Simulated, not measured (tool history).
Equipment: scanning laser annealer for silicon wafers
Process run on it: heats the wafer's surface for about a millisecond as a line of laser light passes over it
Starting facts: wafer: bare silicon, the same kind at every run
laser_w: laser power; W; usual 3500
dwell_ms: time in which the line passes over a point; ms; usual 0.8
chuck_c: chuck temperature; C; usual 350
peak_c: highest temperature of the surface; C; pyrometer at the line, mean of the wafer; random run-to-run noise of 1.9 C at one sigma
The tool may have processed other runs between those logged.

run	day	laser_w	dwell_ms	chuck_c	peak_c
1	0	3500	0.8	350	1184
2	1.246	3500	0.8	350	1179
3	2.829	3500	0.8	350	1183
4	3.667	3500	0.8	350	1180
5	4.846	3188	0.8	350	1082
6	6.196	3188	0.8	350	1085
7	7.329	3188	0.8	334	1069
8	8.796	3188	0.8	334	1067
9	9.688	3188	0.8	334	1067
10	11.204	3188	0.8	334	1065
11	12.792	3188	0.8	334	1064
12	14.442	3776	0.8	350	1264
13	16.071	3776	0.8	350	1262
14	17.304	3776	0.8	350	1267
15	18.488	3776	0.8	350	1265
16	20.033	3500	0.8	350	1175
17	21.346	3500	0.8	350	1175
18	22.879	3500	0.8	350	1173
19	24.083	3500	0.8	350	1168
# day 25.112: window over the wafer cleaned
20	25.346	3500	0.8	337	1179
21	26.208	3786	0.6	343	1152
22	27.329	3727	0.715	374	1239
23	28.329	3818	0.8	350	1295
24	29.812	3650	0.573	350	1103
25	30.642	3407	0.573	350	1040
26	31.408	3407	0.573	350	1038
27	32.238	3500	0.568	318	1029
28	33.338	3121	0.8	350	1073
29	34.35	3451	0.812	330	1160
30	35.242	3451	0.812	373	1204
31	36.796	3500	0.944	370	1282
32	38.133	3549	0.664	347	1125
33	39.162	3549	0.704	338	1135
34	40.454	3549	0.704	338	1135
35	41.679	3549	0.888	352	1252
36	42.942	3500	0.994	323	1253
37	44.171	3500	0.994	323	1247
38	45.6	3500	0.649	323	1071
39	46.529	3500	0.649	323	1076
40	48.042	2982	0.842	327	1017

Alternative continuations, all from the tool just after run 40; predict every row:
A	48.912	3538	0.8	346	?
B	48.912	3654	0.813	322	?
C	48.912	3703	0.678	327	?
D	48.912	2982	0.583	313	?
E	48.912	3668	0.986	350	?

run	peak_c
A	1191
B	1209
C	1158
D	884
E	1332
The same runs, with their run-to-run variation unchanged, on a tool lacking any hidden condition would have given:
run	peak_c
A	1203
B	1221
C	1169
D	892
E	1345

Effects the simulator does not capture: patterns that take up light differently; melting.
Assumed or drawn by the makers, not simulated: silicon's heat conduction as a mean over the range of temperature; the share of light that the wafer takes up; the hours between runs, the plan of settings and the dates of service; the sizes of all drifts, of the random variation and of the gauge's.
